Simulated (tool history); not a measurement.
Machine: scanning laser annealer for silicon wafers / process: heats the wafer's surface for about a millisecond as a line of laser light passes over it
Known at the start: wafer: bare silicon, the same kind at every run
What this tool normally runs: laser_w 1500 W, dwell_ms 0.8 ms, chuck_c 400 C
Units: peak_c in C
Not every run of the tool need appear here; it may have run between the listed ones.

run    hour  laser_w  dwell_ms  chuck_c  peak_c
  1       0     1500       0.8      400    1208
  2    79.9     1500       0.8      400    1207
  3   151.9     1500       0.8      400    1208
  4   232.5     1328       0.8      400    1109
  5   276.7     1500       0.8      400    1209
  6   334.8     1500       0.8      400    1206
      360.1  -- optics aligned, line set to its width
      372.6  -- window over the wafer cleaned
  7   387.5     1500       0.8      400    1206
  8   437.4     1500       0.8      438    1249
  9   495.6     1500       0.8      400    1209
 10   566.1     1500       0.8      400    1212
 11   621.6     1500       0.8      400    1206
 12   667.7     1500     0.701      400    1159
 13   737.2     1500       0.8      400    1213
 14   820.7     1500       0.8      400    1208
 15   869.9     1583       0.8      400    1260
 16   927.9     1583       0.8      400    1254
 17  1000.6     1583       0.8      400    1261
 18  1070.1     1583       0.8      400    1254
 19  1153.7     1583       0.8      400    1257
 20  1211.3     1583       0.8      400    1261
 21  1274.6     1583       0.8      400    1257
 22  1358.6     1338     0.745      401    1092
       1385  -- window over the wafer cleaned
 23  1419.2     1338     0.745      401    1097
 24    1485     1500       0.8      390    1203
 25  1569.6     1292       0.8      421    1114
 26  1646.1     1307     0.785      413    1106
 27  1712.1     1335     0.754      405    1099
 28  1794.6     1335     0.754      405    1099
 29  1877.4     1335     0.754      368    1059
 30    1951     1339     0.725      412    1094
 31  2037.7     1339     0.725      412    1093
 32  2085.6     1500     0.807      400    1213
 33  2133.8     1363     0.653      400    1057
 34  2171.6     1500     0.937      400    1275
 35    2220     1552     0.774      425    1248
 36  2281.4     1552     0.774      425    1248
 37  2326.9     1381     0.832      400    1153
     2389.8  -- optics aligned, line set to its width
 38  2389.8     1342     0.939      400    1179
     2405.4  -- window over the wafer cleaned
 39  2432.5     1604      0.62      384    1151
 40  2472.7     1566      0.66      411    1181

What if the next run were any one of these 5? Each begins from the tool's condition after run 40:
  A  2559.1     1500     0.627      400       ?
  B  2559.1     1484     0.851      371       ?
  C  2559.1     1500     0.864      400       ?
  D  2559.1     1566     0.853      406       ?
  E  2559.1     1475       0.8      400       ?

run  peak_c
  A    1119
  B    1198
  C    1242
  D    1282
  E    1195
Without the tool's hidden state the same runs would have given:
run  peak_c
  A    1119
  B    1198
  C    1242
  D    1281
  E    1195
